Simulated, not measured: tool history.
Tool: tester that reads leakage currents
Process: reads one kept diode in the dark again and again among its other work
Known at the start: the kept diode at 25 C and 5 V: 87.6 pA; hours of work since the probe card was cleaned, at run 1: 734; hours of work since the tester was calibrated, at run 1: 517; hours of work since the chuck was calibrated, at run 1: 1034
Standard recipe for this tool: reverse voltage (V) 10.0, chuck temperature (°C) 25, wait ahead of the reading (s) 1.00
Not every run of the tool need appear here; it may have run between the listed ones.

run	hour	reverse voltage (V)	chuck temperature (°C)	wait ahead of the reading (s)	hours of work since the probe card was cleaned	hours of work since the tester was calibrated	hours of work since the chuck was calibrated	current that the tester gives (pA)
1	0.0	10.0	25	1.00	734	517	1034	127.31
2	72.4	10.0	45	1.00	776	559	1076	745.66
3	115.0	10.0	25	1.00	800	583	1100	127.14
4	187.6	10.0	25	1.00	841	624	1142	127.34
5	227.1	10.0	22	1.00	864	647	1164	97.73
6	275.0	10.0	22	1.00	891	674	1192	97.62
7	325.6	10.0	22	1.00	920	703	1221	97.78
8	392.1	10.0	22	1.00	958	741	1259	97.94
9	436.8	10.0	22	1.00	984	767	1284	98.68
10	506.3	10.0	22	1.00	1024	807	1324	98.95
11	541.7	13.3	25	1.00	1044	827	1344	150.43
12	574.2	13.3	25	1.00	1062	845	1363	150.02
13	632.1	10.0	25	1.38	1095	878	1396	128.15
14	687.3	10.0	25	1.38	1127	910	1427	128.13
15	742.7	10.0	25	6.26	1159	942	1459	127.17
16	785.5	10.0	25	6.26	1183	966	1483	126.63
17	837.9	10.0	25	3.27	1213	996	1513	127.86
18	909.6	10.0	25	1.23	1254	1037	1554	129.40
19	984.4	10.0	25	1.23	1297	1080	1597	129.34
20	1028.6	10.0	25	1.23	1322	1105	1622	129.44
21	1076.6	9.5	31	5.65	1350	1133	1650	212.72
# hour 1082.9: probe card cleaned and baked
22	1110.3	9.5	42	5.65	16	1150	1667	563.48
23	1141.9	10.0	34	0.79	34	1168	1685	293.25
# hour 1210.7: probe card cleaned and baked, once more
24	1215.0	10.0	34	0.79	2	1208	1725	278.52
25	1289.1	10.0	34	0.79	45	1251	1768	277.47
26	1326.5	10.0	34	0.44	66	1272	1789	283.26
# hour 1349.2: chuck's temperature calibrated
27	1386.8	8.5	23	1.23	99	1305	21	96.21
28	1452.0	8.5	23	1.23	137	1343	59	97.01
29	1519.3	1.5	25	7.35	175	1381	97	49.70
30	1594.3	15.3	45	6.73	218	1424	140	933.11
31	1665.3	15.3	45	6.73	259	1464	181	931.94
32	1722.8	1.9	47	1.26	292	1497	214	405.11
33	1755.3	1.9	47	1.26	310	1516	232	404.43
34	1809.2	1.9	47	1.26	341	1547	263	405.42
35	1853.5	16.1	27	4.10	366	1572	288	192.51
36	1904.8	1.5	51	2.83	396	1601	318	503.00
37	1974.9	1.7	51	2.83	436	1641	358	535.46
38	2028.8	1.7	51	2.83	466	1672	388	534.14
39	2068.5	4.1	47	5.89	489	1695	411	585.80
40	2138.5	4.1	47	5.89	529	1735	451	581.77

For each entry between runs, how does the tool's hidden state at the last listed run before it compare with that at the first listed run after it?
After run 21, before run 22: probe card cleaned and baked (hour 1082.9)
  stray current of the dirty probe card, pA a volt: 0.993 -> 1.377; current scale over the true one, %: 1.08 -> 1.09
  measured less the result without the state, current that the tester gives (pA): +0.77 -> -8.37
After run 23, before run 24: probe card cleaned and baked, once more (hour 1210.7)
  stray current of the dirty probe card, pA a volt: 1.39 -> 0.027; current scale over the true one, %: 1.11 -> 1.15; true chuck temperature over the reading, C: -0.57 -> -0.58
  measured less the result without the state, current that the tester gives (pA): +2.37 -> -11.68
After run 26, before run 27: chuck's temperature calibrated (hour 1349.2)
  stray current of the dirty probe card, pA a volt: 0.07 -> 0.092; current scale over the true one, %: 1.2 -> 1.23; true chuck temperature over the reading, C: -0.61 -> -0.06
  measured less the result without the state, current that the tester gives (pA): -11.67 -> +1.26
